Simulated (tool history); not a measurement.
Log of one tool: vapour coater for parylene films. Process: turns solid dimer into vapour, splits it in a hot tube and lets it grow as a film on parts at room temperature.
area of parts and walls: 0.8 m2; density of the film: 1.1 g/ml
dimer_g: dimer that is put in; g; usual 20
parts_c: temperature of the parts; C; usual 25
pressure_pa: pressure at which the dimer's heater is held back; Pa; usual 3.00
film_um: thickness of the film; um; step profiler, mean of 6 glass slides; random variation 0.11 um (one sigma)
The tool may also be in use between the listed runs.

Run 1, hour 0.0: usual settings. Result: film_um 12.98 um.
Run 2, hour 64.3: usual settings. Result: film_um 12.50 um.
Run 3, hour 126.4: usual settings. Result: film_um 12.38 um.
Run 4, hour 158.2: usual settings. Result: film_um 12.35 um.
Run 5, hour 195.6: usual settings. Result: film_um 12.12 um.
Run 6, hour 224.3: usual settings. Result: film_um 12.10 um.
Run 7, hour 279.0: usual settings. Result: film_um 11.95 um.
Run 8, hour 344.4: usual settings. Result: film_um 11.71 um.
Run 9, hour 394.5: usual settings. Result: film_um 11.78 um.
Run 10, hour 459.8: usual settings. Result: film_um 11.54 um.
Run 11, hour 529.4: usual settings. Result: film_um 11.21 um.
Run 12, hour 588.2: usual settings. Result: film_um 11.09 um.
At hour 604.0: trap's valve overhauled.
Run 13, hour 641.8: usual settings but pressure_pa 9.45 Pa. Result: film_um 9.98 um.
Run 14, hour 679.5: usual settings but pressure_pa 9.45 Pa. Result: film_um 9.89 um.
Run 15, hour 727.9: usual settings but pressure_pa 9.45 Pa. Result: film_um 9.74 um.
Run 16, hour 782.7: usual settings but pressure_pa 9.45 Pa. Result: film_um 9.68 um.
Run 17, hour 824.5: usual settings but pressure_pa 9.45 Pa. Result: film_um 9.68 um.
Run 18, hour 877.5: usual settings but pressure_pa 9.45 Pa. Result: film_um 9.23 um.
Run 19, hour 932.1: usual settings but parts_c 29 C, pressure_pa 2.44 Pa. Result: film_um 11.08 um.
Run 20, hour 999.3: usual settings but dimer_g 16 g, parts_c 22 C, pressure_pa 6.19 Pa. Result: film_um 8.63 um.
Run 21, hour 1055.1: usual settings but dimer_g 29 g, parts_c 18 C, pressure_pa 7.22 Pa. Result: film_um 16.89 um.
Run 22, hour 1109.3: usual settings but dimer_g 16 g, parts_c 18 C, pressure_pa 5.07 Pa. Result: film_um 9.98 um.
Run 23, hour 1138.2: usual settings but dimer_g 12 g, parts_c 19 C, pressure_pa 4.14 Pa. Result: film_um 7.48 um.
Run 24, hour 1180.0: usual settings but dimer_g 12 g, parts_c 19 C, pressure_pa 4.14 Pa. Result: film_um 7.46 um.
At hour 1198.2: table's thermometer calibrated.
Run 25, hour 1218.4: usual settings but dimer_g 12 g, parts_c 19 C, pressure_pa 4.14 Pa. Result: film_um 7.59 um.
At hour 1260.6: trap's valve overhauled.
Run 26, hour 1280.8: usual settings but dimer_g 12 g, parts_c 19 C, pressure_pa 4.14 Pa. Result: film_um 8.71 um.
Run 27, hour 1319.6: usual settings but parts_c 28 C, pressure_pa 6.22 Pa. Result: film_um 10.11 um.

Forecast each of these 3 alternatives for the next run:
Run A, hour 1354.5: usual settings but parts_c 36 C, pressure_pa 11.18 Pa. Result: film_um ?.
Run B, hour 1354.5: usual settings but dimer_g 10 g, parts_c 31 C, pressure_pa 8.04 Pa. Result: film_um ?.
Run C, hour 1354.5: usual settings but parts_c 28 C, pressure_pa 2.43 Pa. Result: film_um ?.

run  film_um
  A     7.10
  B     4.37
  C    12.15
Without the tool's hidden state the same runs would have given:
run  film_um
  A     7.29
  B     4.48
  C    12.47
